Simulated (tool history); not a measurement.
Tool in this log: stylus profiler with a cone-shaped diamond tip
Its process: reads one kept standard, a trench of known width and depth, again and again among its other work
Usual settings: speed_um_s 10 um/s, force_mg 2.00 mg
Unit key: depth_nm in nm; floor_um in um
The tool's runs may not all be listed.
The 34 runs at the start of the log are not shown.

run	hour	speed_um_s	force_mg	scans with this tip	hours of work since the height scale was calibrated	depth_nm	floor_um
35	2729.2	4	0.67	19410	67	100.40	28.56
36	2816.6	7	2.40	19650	123	100.91	28.49
37	2908.9	7	2.40	19904	182	100.94	28.56
38	2988.8	3	5.47	20123	233	101.66	28.61
39	3070.6	3	5.47	20348	285	101.64	28.54
40	3127.8	3	5.47	20505	321	101.65	28.52
41	3186.0	3	1.05	20665	358	100.53	28.54
42	3268.4	8	0.94	20892	411	100.48	28.50
43	3348.4	18	2.27	21112	462	100.91	28.49
44	3401.2	5	0.97	21257	496	100.52	28.50
45	3477.1	3	4.71	21465	544	101.50	28.52

Forecast each of these 5 alternatives for the next run:
A	3559.5	10	1.95	21692	596	?	?
B	3559.5	11	3.60	21692	596	?	?
C	3559.5	10	1.10	21692	596	?	?
D	3559.5	8	3.24	21692	596	?	?
E	3559.5	2	4.47	21692	596	?	?

run	depth_nm	floor_um
A	100.82	28.55
B	101.27	28.53
C	100.54	28.49
D	101.14	28.58
E	101.44	28.59
With the hidden condition removed and each run's random variation left untouched, the same runs would have given:
run	depth_nm	floor_um
A	100.82	28.57
B	101.27	28.55
C	100.54	28.51
D	101.15	28.61
E	101.45	28.62
